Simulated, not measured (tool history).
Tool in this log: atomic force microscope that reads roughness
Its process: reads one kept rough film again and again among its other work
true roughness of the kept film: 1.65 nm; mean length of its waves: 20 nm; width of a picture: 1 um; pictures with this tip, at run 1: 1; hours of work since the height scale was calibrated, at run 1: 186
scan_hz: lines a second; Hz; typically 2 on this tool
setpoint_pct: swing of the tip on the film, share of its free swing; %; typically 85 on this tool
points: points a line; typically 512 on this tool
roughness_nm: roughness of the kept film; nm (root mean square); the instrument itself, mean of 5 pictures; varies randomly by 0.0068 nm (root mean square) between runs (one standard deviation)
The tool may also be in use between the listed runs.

| run | hour | scan_hz | setpoint_pct | points | pictures with this tip | hours of work since the height scale was calibrated | roughness_nm |
|---|---|---|---|---|---|---|---|
| 1 | 0 | 2 | 85 | 512 | 1 | 186 | 1.348 |
| 2 | 10.4 | 2 | 85 | 512 | 11 | 191 | 1.317 |
| 3 | 18.8 | 2 | 58 | 512 | 20 | 195 | 1.4 |
| 4 | 29.3 | 2 | 58 | 512 | 30 | 199 | 1.363 |
| 5 | 39.6 | 2 | 65 | 512 | 41 | 204 | 1.327 |
| 6 | 48.4 | 2 | 85 | 512 | 50 | 207 | 1.207 |
| 7 | 57.7 | 2 | 85 | 512 | 59 | 211 | 1.178 |
| 8 | 66.2 | 2 | 85 | 512 | 68 | 215 | 1.164 |
| 9 | 72.1 | 2 | 85 | 512 | 74 | 218 | 1.162 |
|  | 75.6 | new tip fitted |
| 10 | 79.7 | 2 | 85 | 512 | 4 | 221 | 1.345 |
| 11 | 87.7 | 1.76 | 85 | 512 | 12 | 224 | 1.342 |
| 12 | 94.1 | 2 | 85 | 512 | 19 | 227 | 1.292 |
| 13 | 103.2 | 2 | 85 | 512 | 28 | 231 | 1.261 |
| 14 | 111 | 1.54 | 85 | 512 | 36 | 234 | 1.272 |
| 15 | 117.4 | 1.54 | 85 | 569 | 42 | 237 | 1.252 |
| 16 | 125.9 | 2 | 85 | 512 | 51 | 241 | 1.211 |
| 17 | 130.9 | 2 | 85 | 333 | 56 | 243 | 1.187 |
| 18 | 137 | 2 | 85 | 333 | 62 | 246 | 1.156 |
| 19 | 143.4 | 2 | 85 | 333 | 69 | 248 | 1.153 |
| 20 | 148 | 2 | 85 | 333 | 73 | 250 | 1.129 |
|  | 151.8 | new tip fitted |
| 21 | 159 | 2 | 85 | 333 | 7 | 255 | 1.311 |
| 22 | 167.4 | 2 | 85 | 333 | 16 | 259 | 1.281 |
| 23 | 178.2 | 2 | 85 | 333 | 27 | 263 | 1.266 |
| 24 | 184.9 | 2 | 85 | 512 | 34 | 266 | 1.26 |
| 25 | 195.9 | 2 | 85 | 512 | 45 | 271 | 1.228 |
| 26 | 202.1 | 2 | 85 | 369 | 51 | 274 | 1.186 |
| 27 | 208.7 | 2 | 62 | 512 | 58 | 277 | 1.288 |
| 28 | 215.4 | 2 | 62 | 512 | 65 | 279 | 1.267 |
| 29 | 222.8 | 2 | 62 | 512 | 72 | 283 | 1.249 |
|  | 227.9 | new tip fitted |
| 30 | 227.9 | 2.79 | 63 | 508 | 0 | 285 | 1.44 |
| 31 | 232.5 | 2.8 | 64 | 872 | 4 | 287 | 1.423 |
| 32 | 241.1 | 1.82 | 82 | 416 | 13 | 290 | 1.344 |
| 33 | 248.6 | 2 | 85 | 389 | 21 | 294 | 1.279 |
| 34 | 257.6 | 2 | 84 | 365 | 30 | 297 | 1.261 |
| 35 | 267.5 | 2 | 79 | 365 | 40 | 302 | 1.255 |
| 36 | 272.1 | 3.99 | 58 | 512 | 45 | 304 | 1.296 |
| 37 | 282.8 | 3.88 | 87 | 467 | 56 | 308 | 1.077 |
| 38 | 289.9 | 1.64 | 55 | 338 | 63 | 311 | 1.267 |
| 39 | 299.3 | 0.97 | 56 | 431 | 72 | 316 | 1.272 |
|  | 304.4 | new tip fitted |
| 40 | 309.8 | 2.39 | 84 | 867 | 6 | 320 | 1.322 |
| 41 | 317.8 | 0.81 | 79 | 428 | 14 | 323 | 1.412 |
| 42 | 324.8 | 2.3 | 59 | 679 | 21 | 326 | 1.388 |
| 43 | 331 | 0.57 | 80 | 331 | 27 | 329 | 1.37 |
| 44 | 336.2 | 0.65 | 79 | 512 | 32 | 331 | 1.365 |
| 45 | 342.9 | 0.65 | 79 | 512 | 39 | 334 | 1.342 |
| 46 | 353.9 | 0.65 | 79 | 512 | 50 | 339 | 1.311 |
| 47 | 363.2 | 0.65 | 79 | 512 | 60 | 343 | 1.277 |
| 48 | 370.7 | 0.65 | 79 | 512 | 67 | 346 | 1.258 |
| 49 | 378.3 | 0.85 | 78 | 580 | 75 | 350 | 1.242 |
|  | 380.4 | new tip fitted |
| 50 | 387.7 | 0.76 | 85 | 266 | 7 | 353 | 1.393 |
| 51 | 393 | 2.88 | 77 | 261 | 13 | 356 | 1.28 |
| 52 | 402.4 | 2.88 | 86 | 261 | 22 | 360 | 1.194 |
| 53 | 408.5 | 2.88 | 86 | 261 | 28 | 362 | 1.18 |

Consider 4 possible next runs. They are alternatives, not a sequence: every one starts from the tool as it was left by run 53. What does each give?
| A | 413.4 | 2.88 | 59 | 261 | 33 | 365 | ? |
| B | 413.4 | 2 | 73 | 531 | 33 | 365 | ? |
| C | 413.4 | 2 | 56 | 499 | 33 | 365 | ? |
| D | 413.4 | 2.38 | 83 | 512 | 33 | 365 | ? |

| run | roughness_nm |
|---|---|
| A | 1.309 |
| B | 1.317 |
| C | 1.367 |
| D | 1.253 |
Stripped of hidden state, with their random variation kept, the same runs would have yielded:
| run | roughness_nm |
|---|---|
| A | 1.421 |
| B | 1.429 |
| C | 1.484 |
| D | 1.359 |

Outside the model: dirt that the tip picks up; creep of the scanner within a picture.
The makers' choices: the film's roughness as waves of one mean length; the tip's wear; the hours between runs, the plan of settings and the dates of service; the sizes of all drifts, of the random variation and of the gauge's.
